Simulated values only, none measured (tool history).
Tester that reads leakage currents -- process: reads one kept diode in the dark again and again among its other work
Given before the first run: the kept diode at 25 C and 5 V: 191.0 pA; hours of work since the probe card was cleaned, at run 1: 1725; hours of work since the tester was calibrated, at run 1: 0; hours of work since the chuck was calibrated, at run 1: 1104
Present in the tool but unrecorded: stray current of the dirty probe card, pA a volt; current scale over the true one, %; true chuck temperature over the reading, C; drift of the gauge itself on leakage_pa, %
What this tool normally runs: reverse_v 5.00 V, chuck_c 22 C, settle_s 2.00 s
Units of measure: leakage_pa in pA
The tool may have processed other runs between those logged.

| run | hour | reverse_v | chuck_c | settle_s | hours of work since the probe card was cleaned | hours of work since the tester was calibrated | hours of work since the chuck was calibrated | leakage_pa |
|---|---|---|---|---|---|---|---|---|
| 1 | 0.0 | 5.00 | 22 | 2.00 | 1725 | 0 | 1104 | 144.03 |
| 2 | 111.4 | 5.00 | 22 | 2.00 | 1805 | 79 | 1183 | 143.09 |
| 3 | 321.2 | 5.00 | 22 | 2.00 | 1955 | 229 | 1333 | 143.12 |
| 4 | 493.5 | 1.97 | 22 | 2.00 | 2077 | 352 | 1456 | 98.76 |
| 5 | 591.6 | 5.00 | 60 | 2.00 | 2147 | 422 | 1526 | 2685.13 |
| 6 | 791.1 | 5.00 | 60 | 2.00 | 2290 | 564 | 1668 | 2664.00 |
|  | 844.4 | chuck's temperature calibrated |
| 7 | 941.1 | 5.00 | 60 | 2.00 | 2395 | 670 | 69 | 2606.60 |
| 8 | 1091.9 | 1.07 | 22 | 2.00 | 2503 | 777 | 177 | 75.33 |
|  | 1158.8 | chuck's temperature calibrated, once more |
| 9 | 1292.0 | 1.07 | 22 | 2.00 | 2644 | 918 | 95 | 88.31 |
| 10 | 1446.9 | 1.07 | 22 | 2.00 | 2754 | 1029 | 206 | 87.26 |
| 11 | 1625.1 | 1.71 | 38 | 2.00 | 2881 | 1156 | 333 | 386.99 |
|  | 1785.4 | probe card cleaned and baked |
| 12 | 1801.1 | 5.00 | 39 | 2.00 | 11 | 1279 | 456 | 598.45 |
| 13 | 1894.7 | 5.00 | 39 | 2.00 | 78 | 1346 | 523 | 597.88 |
| 14 | 2063.1 | 5.00 | 39 | 2.00 | 198 | 1466 | 643 | 589.52 |
| 15 | 2159.0 | 5.00 | 24 | 2.00 | 266 | 1535 | 711 | 169.14 |
| 16 | 2358.8 | 1.85 | 32 | 4.19 | 409 | 1677 | 854 | 231.34 |
| 17 | 2485.2 | 5.00 | 57 | 8.15 | 499 | 1767 | 944 | 2257.18 |

Alternative continuations, all from the tool just after run 17; predict every row:
| A | 2583.6 | 5.29 | 57 | 8.15 | 569 | 1837 | 1014 | ? |
| B | 2583.6 | 2.13 | 23 | 1.59 | 569 | 1837 | 1014 | ? |
| C | 2583.6 | 5.00 | 27 | 0.35 | 569 | 1837 | 1014 | ? |
| D | 2583.6 | 5.00 | 33 | 8.76 | 569 | 1837 | 1014 | ? |
| E | 2583.6 | 5.00 | 22 | 1.07 | 569 | 1837 | 1014 | ? |

| run | leakage_pa |
|---|---|
| A | 2299.17 |
| B | 111.71 |
| C | 218.89 |
| D | 356.26 |
| E | 140.94 |
Without the tool's hidden state the same runs would have given:
| run | leakage_pa |
|---|---|
| A | 2409.63 |
| B | 117.96 |
| C | 229.94 |
| D | 375.18 |
| E | 147.47 |
